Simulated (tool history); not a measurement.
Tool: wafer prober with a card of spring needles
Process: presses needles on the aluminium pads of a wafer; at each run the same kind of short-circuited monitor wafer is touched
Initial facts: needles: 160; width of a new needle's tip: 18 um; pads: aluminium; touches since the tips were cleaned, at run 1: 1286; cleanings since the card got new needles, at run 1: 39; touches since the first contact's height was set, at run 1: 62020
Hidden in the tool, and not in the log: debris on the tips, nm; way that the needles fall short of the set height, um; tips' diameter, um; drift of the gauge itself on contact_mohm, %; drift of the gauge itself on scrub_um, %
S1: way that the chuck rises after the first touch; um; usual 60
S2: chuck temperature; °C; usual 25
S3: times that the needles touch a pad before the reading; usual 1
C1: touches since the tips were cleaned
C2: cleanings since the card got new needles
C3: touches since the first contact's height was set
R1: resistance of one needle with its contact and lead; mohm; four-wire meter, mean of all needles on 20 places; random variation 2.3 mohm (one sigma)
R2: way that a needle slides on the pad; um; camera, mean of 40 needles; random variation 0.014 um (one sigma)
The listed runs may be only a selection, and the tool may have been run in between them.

| run | hour | S1 | S2 | S3 | C1 | C2 | C3 | R1 | R2 |
|---|---|---|---|---|---|---|---|---|---|
| 1 | 0 | 60 | 25 | 1 | 1286 | 39 | 62020 | 258 | 9.65 |
|  | 7.1 | tips cleaned on abrasive film |
| 2 | 10.5 | 60 | 25 | 1 | 2290 | 40 | 69005 | 262 | 9.61 |
|  | 16.4 | tips cleaned on abrasive film |
|  | 24.8 | tips cleaned on abrasive film |
| 3 | 25.9 | 60 | 25 | 1 | 757 | 42 | 79184 | 261 | 9.64 |
|  | 33.5 | tips cleaned on abrasive film |
| 4 | 33.7 | 60 | 25 | 1 | 155 | 43 | 84326 | 261 | 9.62 |
|  | 42.1 | tips cleaned on abrasive film |
| 5 | 44.4 | 60 | 25 | 1 | 1535 | 44 | 91390 | 265 | 9.63 |
|  | 51.5 | tips cleaned on abrasive film |
|  | 59.9 | tips cleaned on abrasive film |
| 6 | 62.8 | 60 | 25 | 1 | 1939 | 46 | 103595 | 261 | 9.63 |
|  | 68.9 | tips cleaned on abrasive film |
|  | 77.5 | tips cleaned on abrasive film |
| 7 | 77.7 | 60 | 103 | 1 | 79 | 48 | 113390 | 283 | 9.62 |
|  | 87.1 | tips cleaned on abrasive film |
| 8 | 87.8 | 77 | 47 | 3 | 498 | 49 | 120111 | 264 | 12.35 |
|  | 95.6 | tips cleaned on abrasive film |
| 9 | 95.6 | 66 | 76 | 3 | 0 | 50 | 125282 | 277 | 10.58 |
|  | 104.2 | tips cleaned on abrasive film |
| 10 | 107.9 | 50 | 25 | 3 | 2520 | 51 | 133459 | 264 | 8.02 |
|  | 114.1 | tips cleaned on abrasive film |
| 11 | 117.9 | 50 | 25 | 3 | 2520 | 52 | 140051 | 264 | 8.04 |
|  | 123.3 | tips cleaned on abrasive film |
| 12 | 125.9 | 50 | 25 | 3 | 1760 | 53 | 145341 | 264 | 8 |
|  | 131.6 | tips cleaned on abrasive film |
| 13 | 139.3 | 51 | 73 | 3 | 5137 | 54 | 154249 | 280 | 8.17 |
|  | 141 | tips cleaned on abrasive film |
|  | 150.4 | tips cleaned on abrasive film |
| 14 | 155.3 | 44 | 28 | 2 | 3272 | 56 | 164838 | 268 | 7.05 |

Each row is a separate what-if for the run after 14, all from the same tool condition, not one after another. Results?
|  | 159.1 | tips cleaned on abrasive film |
|  | 168.1 | tips cleaned on abrasive film |
| A | 168.2 | 51 | 121 | 2 | 103 | 58 | 173340 | ? | ? |
|  | 159.1 | tips cleaned on abrasive film |
|  | 168.1 | tips cleaned on abrasive film |
| B | 168.2 | 60 | 48 | 2 | 103 | 58 | 173340 | ? | ? |
|  | 159.1 | tips cleaned on abrasive film |
|  | 168.1 | tips cleaned on abrasive film |
| C | 168.2 | 51 | 28 | 1 | 103 | 58 | 173340 | ? | ? |
|  | 159.1 | tips cleaned on abrasive film |
|  | 168.1 | tips cleaned on abrasive film |
| D | 168.2 | 43 | 31 | 1 | 103 | 58 | 173340 | ? | ? |
|  | 159.1 | tips cleaned on abrasive film |
|  | 168.1 | tips cleaned on abrasive film |
| E | 168.2 | 44 | 103 | 2 | 103 | 58 | 173340 | ? | ? |

| run | R1 | R2 |
|---|---|---|
| A | 291 | 8.19 |
| B | 264 | 9.64 |
| C | 261 | 8.19 |
| D | 269 | 6.93 |
| E | 291 | 7.04 |
Take away the tool's hidden state, keep each run's random variation, and the runs would have read:
| run | R1 | R2 |
|---|---|---|
| A | 290 | 8.2 |
| B | 264 | 9.64 |
| C | 261 | 8.2 |
| D | 269 | 6.93 |
| E | 291 | 7.04 |
